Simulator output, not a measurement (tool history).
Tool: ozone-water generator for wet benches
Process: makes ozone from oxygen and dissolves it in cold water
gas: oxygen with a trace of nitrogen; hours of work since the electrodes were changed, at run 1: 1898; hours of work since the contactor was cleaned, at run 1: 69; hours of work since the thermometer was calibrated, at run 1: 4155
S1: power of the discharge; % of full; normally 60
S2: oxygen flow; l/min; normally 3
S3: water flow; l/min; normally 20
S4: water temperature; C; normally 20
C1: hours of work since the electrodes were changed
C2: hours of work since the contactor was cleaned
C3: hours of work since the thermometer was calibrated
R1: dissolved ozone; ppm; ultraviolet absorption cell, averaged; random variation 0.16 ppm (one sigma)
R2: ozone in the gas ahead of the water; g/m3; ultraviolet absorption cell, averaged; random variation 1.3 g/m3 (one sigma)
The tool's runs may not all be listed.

run 1 hour=0 | S1=60 S2=3 S3=20 S4=20 | C1=1898 C2=69 C3=4155 | R1=18.6 R2=220.7
run 2 hour=35.2 | S1=60 S2=3 S3=20 S4=20 | C1=1925 C2=97 C3=4183 | R1=18.6 R2=220.2
run 3 hour=86.5 | S1=99 S2=3 S3=20 S4=20 | C1=1965 C2=137 C3=4223 | R1=24.4 R2=290.5
run 4 hour=141 | S1=99 S2=3 S3=20 S4=20 | C1=2008 C2=180 C3=4265 | R1=24.5 R2=286.5
run 5 hour=195.4 | S1=60 S2=3 S3=20 S4=28 | C1=2050 C2=222 C3=4308 | R1=16.6 R2=219.5
run 6 hour=221.3 | S1=60 S2=3 S3=20 S4=16 | C1=2070 C2=242 C3=4328 | R1=19.5 R2=220.1
run 7 hour=248 | S1=60 S2=3 S3=20 S4=16 | C1=2091 C2=263 C3=4349 | R1=19.1 R2=218.1
run 8 hour=296.2 | S1=60 S2=3 S3=20 S4=20 | C1=2129 C2=301 C3=4387 | R1=18.6 R2=220.3
run 9 hour=339.6 | S1=60 S2=3 S3=20 S4=20 | C1=2163 C2=335 C3=4421 | R1=18.5 R2=218.8
run 10 hour=402.2 | S1=60 S2=3 S3=20 S4=20 | C1=2212 C2=384 C3=4469 | R1=18.2 R2=217.8
run 11 hour=460 | S1=60 S2=3 S3=20 S4=20 | C1=2257 C2=429 C3=4515 | R1=18.6 R2=217.4
run 12 hour=514.9 | S1=60 S2=3 S3=20 S4=20 | C1=2300 C2=472 C3=4557 | R1=17.9 R2=219.1
run 13 hour=544.4 | S1=60 S2=3 S3=20 S4=20 | C1=2323 C2=495 C3=4580 | R1=18.4 R2=217
run 14 hour=592 | S1=60 S2=3 S3=20 S4=20 | C1=2360 C2=532 C3=4618 | R1=18 R2=216.1
run 15 hour=647.4 | S1=60 S2=3 S3=20 S4=24 | C1=2403 C2=575 C3=4661 | R1=17.5 R2=215.9
run 16 hour=685.7 | S1=60 S2=3 S3=20 S4=20 | C1=2433 C2=605 C3=4691 | R1=18 R2=215.9
-- hour=695.1 water thermometer calibrated
run 17 hour=744.2 | S1=60 S2=3 S3=20 S4=16 | C1=2479 C2=650 C3=38 | R1=19 R2=216.5
run 18 hour=792 | S1=82 S2=4.49 S3=24 S4=13 | C1=2516 C2=688 C3=76 | R1=20.7 R2=206.5
run 19 hour=846.9 | S1=82 S2=4.49 S3=24 S4=13 | C1=2559 C2=731 C3=119 | R1=20.6 R2=207.1
run 20 hour=905.2 | S1=60 S2=3.85 S3=20 S4=14 | C1=2604 C2=776 C3=164 | R1=19.9 R2=189.2
run 21 hour=962.3 | S1=45 S2=3 S3=20 S4=16 | C1=2649 C2=821 C3=209 | R1=16 R2=183.8
run 22 hour=1009.9 | S1=76 S2=4.58 S3=16 S4=17 | C1=2686 C2=858 C3=246 | R1=26.2 R2=194.8
run 23 hour=1058.1 | S1=94 S2=3 S3=16 S4=20 | C1=2724 C2=896 C3=284 | R1=27.5 R2=268.6
run 24 hour=1087.9 | S1=94 S2=3 S3=16 S4=20 | C1=2747 C2=919 C3=307 | R1=27.4 R2=269.5
run 25 hour=1140.4 | S1=94 S2=3 S3=16 S4=20 | C1=2788 C2=960 C3=348 | R1=27.1 R2=265.4
run 26 hour=1201.3 | S1=59 S2=1.55 S3=20 S4=20 | C1=2836 C2=1008 C3=396 | R1=14.8 R2=292.5
run 27 hour=1242.2 | S1=59 S2=1.55 S3=20 S4=20 | C1=2868 C2=1040 C3=428 | R1=15 R2=291.7
run 28 hour=1289 | S1=87 S2=3 S3=20 S4=20 | C1=2904 C2=1076 C3=464 | R1=21.3 R2=253
run 29 hour=1319.7 | S1=87 S2=3 S3=20 S4=20 | C1=2928 C2=1100 C3=488 | R1=21.5 R2=256.6
run 30 hour=1353.5 | S1=60 S2=2.58 S3=22 S4=17 | C1=2955 C2=1127 C3=514 | R1=16 R2=226.3
run 31 hour=1379 | S1=60 S2=2.58 S3=22 S4=17 | C1=2975 C2=1146 C3=534 | R1=16.1 R2=227.8
run 32 hour=1418.8 | S1=60 S2=2.58 S3=22 S4=17 | C1=3006 C2=1178 C3=566 | R1=16.2 R2=225.7

Describe how what the log doesn't record of the tool's condition differs between the last listed run preceding each entry between runs and the first listed run following it.
Between runs 16 and 17: water thermometer calibrated (hour 695.1)
  yield of the discharge, % of new electrodes': 88.8 -> 88.6; contactor's efficiency, % of a clean one's: 97.7 -> 97.5; true water temperature over the reading, C: 0.19 -> -0.01
  difference, measured minus the result without the unlogged condition, R1: -2.3 -> -2.4 ppm; R2: -24.8 -> -25.4 g/m3
